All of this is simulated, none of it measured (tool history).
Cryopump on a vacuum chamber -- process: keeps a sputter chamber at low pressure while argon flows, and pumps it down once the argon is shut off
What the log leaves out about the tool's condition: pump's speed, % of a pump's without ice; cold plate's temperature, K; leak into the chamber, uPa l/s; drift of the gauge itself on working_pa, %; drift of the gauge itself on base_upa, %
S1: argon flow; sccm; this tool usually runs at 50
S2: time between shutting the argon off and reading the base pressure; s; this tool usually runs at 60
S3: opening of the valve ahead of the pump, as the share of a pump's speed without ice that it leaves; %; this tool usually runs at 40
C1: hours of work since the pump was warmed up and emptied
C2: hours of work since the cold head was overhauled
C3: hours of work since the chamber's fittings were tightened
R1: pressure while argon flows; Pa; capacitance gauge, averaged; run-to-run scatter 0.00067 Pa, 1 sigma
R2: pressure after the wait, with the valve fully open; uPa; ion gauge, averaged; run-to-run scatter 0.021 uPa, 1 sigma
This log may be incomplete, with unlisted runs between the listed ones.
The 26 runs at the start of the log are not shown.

| run | hour | S1 | S2 | S3 | C1 | C2 | C3 | R1 | R2 |
|---|---|---|---|---|---|---|---|---|---|
| 27 | 844.5 | 40 | 48 | 26 | 220 | 1307 | 258 | 0.1463 | 0.79 |
| 28 | 881.1 | 60 | 53 | 40 | 239 | 1326 | 277 | 0.1491 | 0.79 |
| 29 | 915.2 | 60 | 53 | 40 | 257 | 1343 | 294 | 0.151 | 0.84 |
| 30 | 951 | 35 | 53 | 20 | 275 | 1362 | 313 | 0.1668 | 0.88 |
| 31 | 975.6 | 35 | 53 | 20 | 288 | 1375 | 326 | 0.1666 | 0.85 |
| 32 | 1018.1 | 35 | 53 | 20 | 310 | 1396 | 347 | 0.1679 | 0.94 |
| 33 | 1054.6 | 35 | 53 | 20 | 329 | 1415 | 366 | 0.1685 | 0.91 |
|  | 1095 | pump warmed up, emptied and cooled again |
| 34 | 1100.1 | 35 | 53 | 20 | 3 | 1436 | 387 | 0.1576 | 0.76 |

3 ways to go on from here, each from the tool as it stands after run 34. What would each give?
| A | 1142.7 | 25 | 147 | 40 | 25 | 1458 | 409 | ? | ? |
| B | 1142.7 | 55 | 220 | 20 | 25 | 1458 | 409 | ? | ? |
| C | 1142.7 | 35 | 53 | 19 | 25 | 1458 | 409 | ? | ? |

| run | R1 | R2 |
|---|---|---|
| A | 0.0551 | 0.61 |
| B | 0.2465 | 0.57 |
| C | 0.1649 | 0.83 |
Without the tool's unlogged condition, the same runs would have read:
| run | R1 | R2 |
|---|---|---|
| A | 0.0542 | 0.27 |
| B | 0.2446 | 0.24 |
| C | 0.1637 | 0.49 |
